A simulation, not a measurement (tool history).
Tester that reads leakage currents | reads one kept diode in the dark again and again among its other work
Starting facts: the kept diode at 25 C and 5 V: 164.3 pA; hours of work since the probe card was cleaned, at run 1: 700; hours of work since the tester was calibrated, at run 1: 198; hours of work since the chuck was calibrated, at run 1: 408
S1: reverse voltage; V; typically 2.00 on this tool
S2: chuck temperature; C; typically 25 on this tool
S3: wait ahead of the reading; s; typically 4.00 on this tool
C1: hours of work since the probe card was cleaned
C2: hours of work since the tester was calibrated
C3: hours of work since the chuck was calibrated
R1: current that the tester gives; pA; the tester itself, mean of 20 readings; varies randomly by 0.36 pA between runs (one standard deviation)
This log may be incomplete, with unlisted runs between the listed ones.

run 1 hour=0.0 | S1=2.00 S2=25 S3=4.00 | C1=700 C2=198 C3=408 | R1=127.71
run 2 hour=117.1 | S1=2.00 S2=25 S3=4.00 | C1=751 C2=249 C3=459 | R1=129.41
run 3 hour=268.3 | S1=2.00 S2=25 S3=4.00 | C1=817 C2=315 C3=525 | R1=131.39
run 4 hour=409.2 | S1=2.00 S2=25 S3=4.00 | C1=879 C2=377 C3=586 | R1=132.51
run 5 hour=488.8 | S1=2.00 S2=25 S3=4.00 | C1=913 C2=411 C3=621 | R1=133.59
-- hour=598.1 chuck's temperature calibrated
run 6 hour=607.1 | S1=2.00 S2=25 S3=4.00 | C1=964 C2=462 C3=4 | R1=120.45
run 7 hour=754.8 | S1=2.00 S2=25 S3=4.00 | C1=1028 C2=526 C3=68 | R1=122.49
run 8 hour=940.3 | S1=2.00 S2=25 S3=5.32 | C1=1109 C2=607 C3=149 | R1=124.79
run 9 hour=1036.4 | S1=2.00 S2=46 S3=5.32 | C1=1151 C2=649 C3=191 | R1=720.14
run 10 hour=1154.0 | S1=2.00 S2=25 S3=4.00 | C1=1202 C2=700 C3=242 | R1=127.12
run 11 hour=1270.2 | S1=2.00 S2=25 S3=4.00 | C1=1253 C2=751 C3=293 | R1=127.94
run 12 hour=1362.0 | S1=2.00 S2=25 S3=4.00 | C1=1293 C2=791 C3=333 | R1=128.36
run 13 hour=1450.3 | S1=2.00 S2=25 S3=4.00 | C1=1331 C2=829 C3=371 | R1=128.95
run 14 hour=1573.3 | S1=2.00 S2=25 S3=4.00 | C1=1385 C2=883 C3=425 | R1=130.77
run 15 hour=1695.4 | S1=2.00 S2=25 S3=3.11 | C1=1438 C2=936 C3=478 | R1=131.54
run 16 hour=1849.7 | S1=2.00 S2=25 S3=4.00 | C1=1505 C2=1003 C3=545 | R1=133.20
run 17 hour=1976.8 | S1=2.00 S2=25 S3=4.00 | C1=1561 C2=1059 C3=601 | R1=135.27
-- hour=2126.4 chuck's temperature calibrated
run 18 hour=2132.8 | S1=2.00 S2=58 S3=4.00 | C1=1628 C2=1126 C3=3 | R1=1714.04
run 19 hour=2223.5 | S1=2.00 S2=58 S3=4.00 | C1=1667 C2=1165 C3=42 | R1=1717.17
run 20 hour=2388.4 | S1=2.00 S2=58 S3=0.51 | C1=1739 C2=1237 C3=114 | R1=1744.68
run 21 hour=2511.8 | S1=2.00 S2=58 S3=0.51 | C1=1793 C2=1291 C3=168 | R1=1758.92
run 22 hour=2640.4 | S1=2.00 S2=31 S3=0.53 | C1=1849 C2=1347 C3=224 | R1=210.95
run 23 hour=2817.4 | S1=3.65 S2=31 S3=0.56 | C1=1926 C2=1424 C3=301 | R1=269.87
run 24 hour=2992.1 | S1=3.65 S2=31 S3=0.55 | C1=2002 C2=1500 C3=377 | R1=274.11
run 25 hour=3151.9 | S1=1.06 S2=45 S3=0.52 | C1=2072 C2=1570 C3=447 | R1=547.80
run 26 hour=3310.5 | S1=1.06 S2=45 S3=0.52 | C1=2141 C2=1639 C3=516 | R1=548.72
run 27 hour=3462.7 | S1=1.06 S2=35 S3=0.89 | C1=2207 C2=1705 C3=582 | R1=248.60
run 28 hour=3545.5 | S1=1.06 S2=35 S3=0.89 | C1=2243 C2=1741 C3=618 | R1=249.64
-- hour=3660.4 chuck's temperature calibrated
run 29 hour=3661.3 | S1=1.06 S2=35 S3=0.89 | C1=2293 C2=1791 C3=0 | R1=230.88
run 30 hour=3809.9 | S1=9.68 S2=33 S3=3.40 | C1=2358 C2=1856 C3=65 | R1=448.53
run 31 hour=3987.1 | S1=8.22 S2=36 S3=0.75 | C1=2435 C2=1933 C3=142 | R1=550.11
run 32 hour=4139.7 | S1=5.06 S2=21 S3=0.40 | C1=2501 C2=1999 C3=209 | R1=132.26
run 33 hour=4238.1 | S1=19.30 S2=52 S3=0.37 | C1=2544 C2=2042 C3=252 | R1=2686.91

Subtracting, for every run, the result it would have given without the tool's unlogged condition from the measured result gives the following. The same run-to-run variation enters both numbers; the gauge's scatter may not:
Hidden state present: stray current of the dirty probe card, pA a volt; current scale over the true one, %; true chuck temperature over the reading, C; drift of the gauge itself on leakage_pa, %.
run=1 R1=+10.26
run=2 R1=+11.60
run=3 R1=+13.17
run=4 R1=+14.54
run=5 R1=+15.42
run=6 R1=+3.38
run=7 R1=+4.73
run=8 R1=+6.62
run=9 R1=+34.36
run=10 R1=+8.77
run=11 R1=+9.88
run=12 R1=+10.78
run=13 R1=+11.59
run=14 R1=+12.86
run=15 R1=+14.10
run=16 R1=+15.73
run=17 R1=+17.18
run=18 R1=+17.13
run=19 R1=+27.21
run=20 R1=+45.64
run=21 R1=+59.66
run=22 R1=+11.36
run=23 R1=+18.90
run=24 R1=+22.61
run=25 R1=+41.97
run=26 R1=+47.25
run=27 R1=+25.45
run=28 R1=+26.85
run=29 R1=+7.08
run=30 R1=+27.55
run=31 R1=+36.48
run=32 R1=+14.25
run=33 R1=+189.63
